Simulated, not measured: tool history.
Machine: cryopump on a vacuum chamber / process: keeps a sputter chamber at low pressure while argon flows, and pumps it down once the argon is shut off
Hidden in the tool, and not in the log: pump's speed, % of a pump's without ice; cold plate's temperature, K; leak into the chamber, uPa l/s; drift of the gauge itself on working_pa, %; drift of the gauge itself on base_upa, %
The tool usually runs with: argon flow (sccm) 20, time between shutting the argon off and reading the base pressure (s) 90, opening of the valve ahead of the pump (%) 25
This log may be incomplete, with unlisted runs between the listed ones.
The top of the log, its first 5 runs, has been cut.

| run | day | argon flow (sccm) | time between shutting the argon off and reading the base pressure (s) | opening of the valve ahead of the pump (%) | hours of work since the pump was warmed up and emptied | hours of work since the cold head was overhauled | hours of work since the chamber's fittings were tightened | pressure while argon flows (Pa) | pressure after the wait (uPa) |
|---|---|---|---|---|---|---|---|---|---|
| 6 | 11.304 | 20 | 90 | 25 | 377 | 2005 | 1334 | 0.0632 | 1.56 |
|  | 13.3 | leaking fittings of the chamber tightened, without venting |
| 7 | 14.171 | 20 | 90 | 25 | 428 | 2055 | 16 | 0.0652 | 0.49 |
| 8 | 16.35 | 20 | 90 | 25 | 467 | 2094 | 55 | 0.0645 | 0.52 |
| 9 | 17.842 | 20 | 90 | 25 | 494 | 2121 | 82 | 0.0652 | 0.59 |
| 10 | 21.05 | 20 | 90 | 25 | 552 | 2179 | 140 | 0.0667 | 0.62 |
| 11 | 24.171 | 20 | 65 | 25 | 609 | 2236 | 197 | 0.0653 | 0.77 |
| 12 | 25.967 | 20 | 65 | 34 | 641 | 2268 | 229 | 0.0513 | 0.82 |
| 13 | 27.738 | 20 | 65 | 34 | 673 | 2300 | 261 | 0.0514 | 0.87 |
| 14 | 30.083 | 20 | 65 | 36 | 715 | 2343 | 303 | 0.0498 | 0.89 |
| 15 | 32.283 | 31 | 90 | 25 | 755 | 2382 | 343 | 0.1052 | 0.87 |
|  | 34.162 | pump warmed up, emptied and cooled again |
| 16 | 34.325 | 20 | 20 | 25 | 3 | 2416 | 376 | 0.0609 | 1.61 |
| 17 | 36.762 | 20 | 20 | 25 | 47 | 2460 | 420 | 0.061 | 1.7 |
| 18 | 39.242 | 18 | 29 | 24 | 92 | 2504 | 465 | 0.0573 | 1.34 |
| 19 | 42.558 | 30 | 31 | 36 | 152 | 2564 | 525 | 0.0655 | 1.34 |
| 20 | 44.225 | 30 | 31 | 36 | 182 | 2594 | 555 | 0.0656 | 1.38 |
| 21 | 46.833 | 39 | 31 | 38 | 229 | 2642 | 602 | 0.0826 | 1.41 |
| 22 | 49.025 | 19 | 41 | 40 | 269 | 2681 | 642 | 0.0376 | 1.28 |
| 23 | 51.633 | 19 | 41 | 40 | 316 | 2728 | 689 | 0.0384 | 1.37 |
| 24 | 54.346 | 11 | 34 | 25 | 365 | 2777 | 738 | 0.035 | 1.49 |
| 25 | 57.129 | 38 | 168 | 25 | 415 | 2828 | 788 | 0.1217 | 1.1 |
| 26 | 60.096 | 38 | 168 | 25 | 469 | 2881 | 842 | 0.1221 | 1.13 |

Run 27 has not been measured yet. What should we expect?
| 27 | 61.767 | 21 | 106 | 25 | 499 | 2912 | 872 | ? | ? |

Run 27 produced pressure while argon flows (Pa) 0.0674, pressure after the wait (uPa) 1.2.
Without the tool's hidden state the same run would have given pressure while argon flows (Pa) 0.0629, pressure after the wait (uPa) 0.35.
